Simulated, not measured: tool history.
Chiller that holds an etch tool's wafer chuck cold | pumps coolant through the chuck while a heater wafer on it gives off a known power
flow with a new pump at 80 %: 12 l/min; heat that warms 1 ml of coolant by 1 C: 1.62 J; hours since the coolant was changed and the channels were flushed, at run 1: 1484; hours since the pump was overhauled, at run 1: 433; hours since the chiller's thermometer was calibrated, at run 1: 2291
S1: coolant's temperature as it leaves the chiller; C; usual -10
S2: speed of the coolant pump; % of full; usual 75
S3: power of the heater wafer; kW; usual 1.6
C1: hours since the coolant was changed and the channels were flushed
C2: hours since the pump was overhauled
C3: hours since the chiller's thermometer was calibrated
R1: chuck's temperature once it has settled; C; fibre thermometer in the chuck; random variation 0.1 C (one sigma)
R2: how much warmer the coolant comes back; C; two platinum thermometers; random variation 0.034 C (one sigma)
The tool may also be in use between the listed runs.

Run 1, hour 0: usual settings; C1 1484; C2 433; C3 2291. Result: R1 2.2 C, R2 5.29 C.
Run 2, hour 17.6: usual settings but S1 -15 C; C1 1502; C2 451; C3 2309. Result: R1 -2.6 C, R2 5.33 C.
Run 3, hour 44.1: usual settings but S2 73 % of full; C1 1528; C2 477; C3 2336. Result: R1 2.4 C, R2 5.35 C.
Run 4, hour 62.4: usual settings but S2 73 % of full; C1 1547; C2 495; C3 2354. Result: R1 2.5 C, R2 5.35 C.
Run 5, hour 99.4: usual settings; C1 1584; C2 532; C3 2391. Result: R1 2.4 C, R2 5.17 C.
Run 6, hour 134.9: usual settings but S3 1.43 kW; C1 1619; C2 568; C3 2426. Result: R1 1 C, R2 4.57 C.
Run 7, hour 158.8: usual settings but S1 -14 C; C1 1643; C2 592; C3 2450. Result: R1 -1.7 C, R2 5.19 C.
Run 8, hour 195.8: usual settings; C1 1680; C2 629; C3 2487. Result: R1 2.4 C, R2 5.24 C.
Run 9, hour 219.9: usual settings; C1 1704; C2 653; C3 2511. Result: R1 2.2 C, R2 5.22 C.
Run 10, hour 239.1: usual settings; C1 1723; C2 672; C3 2531. Result: R1 2.2 C, R2 5.12 C.
Run 11, hour 272.8: usual settings but S2 89 % of full; C1 1757; C2 706; C3 2564. Result: R1 1.1 C, R2 4.29 C.
Run 12, hour 307.6: usual settings but S1 -11 C, S2 61 % of full; C1 1792; C2 741; C3 2599. Result: R1 3.1 C, R2 6.32 C.
Run 13, hour 342.8: usual settings but S1 -11 C, S2 61 % of full; C1 1827; C2 776; C3 2634. Result: R1 3.1 C, R2 6.27 C.
Run 14, hour 373.6: usual settings but S1 -11 C, S2 61 % of full, S3 1.457 kW; C1 1858; C2 807; C3 2665. Result: R1 1.9 C, R2 5.74 C.
Run 15, hour 396.1: usual settings but S2 85 % of full, S3 1.34 kW; C1 1880; C2 829; C3 2688. Result: R1 -0.5 C, R2 3.74 C.

Hidden state or all else? Some run-to-run changes of R2, split into what the settings, what came in and random variation would give without the hidden state, and what is left for the hidden state (with any gauge scatter that isn't in both results):
The hidden state here: heat passed by the chuck's channels, % of clean ones'; flow at a given pump speed, % of a new pump's; coolant's true temperature over the reading, C; drift of the gauge itself on chuck_c, C; drift of the gauge itself on warmer_back_c, C.
Run 2 -> 3: S1 -15 -> -10, S2 75 -> 73. R2 +0.02 C: hidden state -0.02, all else +0.04.
Run 11 -> 12: S1 -10 -> -11, S2 89 -> 61. R2 +2.03 C: hidden state -0.01, all else +2.04.
